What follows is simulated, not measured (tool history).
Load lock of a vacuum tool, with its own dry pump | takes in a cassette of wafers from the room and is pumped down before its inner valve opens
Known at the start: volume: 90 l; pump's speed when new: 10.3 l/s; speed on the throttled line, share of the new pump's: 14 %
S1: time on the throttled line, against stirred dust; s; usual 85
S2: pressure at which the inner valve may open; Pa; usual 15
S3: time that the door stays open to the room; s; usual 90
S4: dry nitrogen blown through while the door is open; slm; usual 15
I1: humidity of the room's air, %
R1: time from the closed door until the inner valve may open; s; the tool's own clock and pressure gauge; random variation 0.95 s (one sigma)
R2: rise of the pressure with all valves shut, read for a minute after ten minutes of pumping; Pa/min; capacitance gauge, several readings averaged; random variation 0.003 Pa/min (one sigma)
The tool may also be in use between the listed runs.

run 1 hour=0 | S1=85 S2=15 S3=90 S4=15 | I1=42.5 | R1=148.8 R2=0.173
run 2 hour=156.9 | S1=85 S2=15 S3=90 S4=15 | I1=47.3 | R1=150.8 R2=0.177
run 3 hour=303.1 | S1=85 S2=15 S3=90 S4=15 | I1=47.6 | R1=149.7 R2=0.182
run 4 hour=405.9 | S1=85 S2=15 S3=159 S4=15 | I1=44.8 | R1=151.1 R2=0.193
run 5 hour=484 | S1=85 S2=15 S3=90 S4=27 | I1=43.9 | R1=150.3 R2=0.181
run 6 hour=619.7 | S1=85 S2=16 S3=90 S4=15 | I1=43.6 | R1=151 R2=0.198
run 7 hour=722.8 | S1=85 S2=16 S3=90 S4=15 | I1=43.5 | R1=149.2 R2=0.191
run 8 hour=808.1 | S1=85 S2=11 S3=90 S4=15 | I1=43.4 | R1=153.8 R2=0.196
run 9 hour=912.7 | S1=125 S2=11 S3=90 S4=15 | I1=44.9 | R1=188.8 R2=0.197

Forecast run 10:
run 10 hour=1012.7 | S1=106 S2=11 S3=30 S4=15 | I1=49.1 | R1=? R2=?

Run 10 gave R1 169.9 s, R2 0.183 Pa/min.
Without the tool's hidden state the same run would have given R1 169.3 s, R2 0.022 Pa/min.

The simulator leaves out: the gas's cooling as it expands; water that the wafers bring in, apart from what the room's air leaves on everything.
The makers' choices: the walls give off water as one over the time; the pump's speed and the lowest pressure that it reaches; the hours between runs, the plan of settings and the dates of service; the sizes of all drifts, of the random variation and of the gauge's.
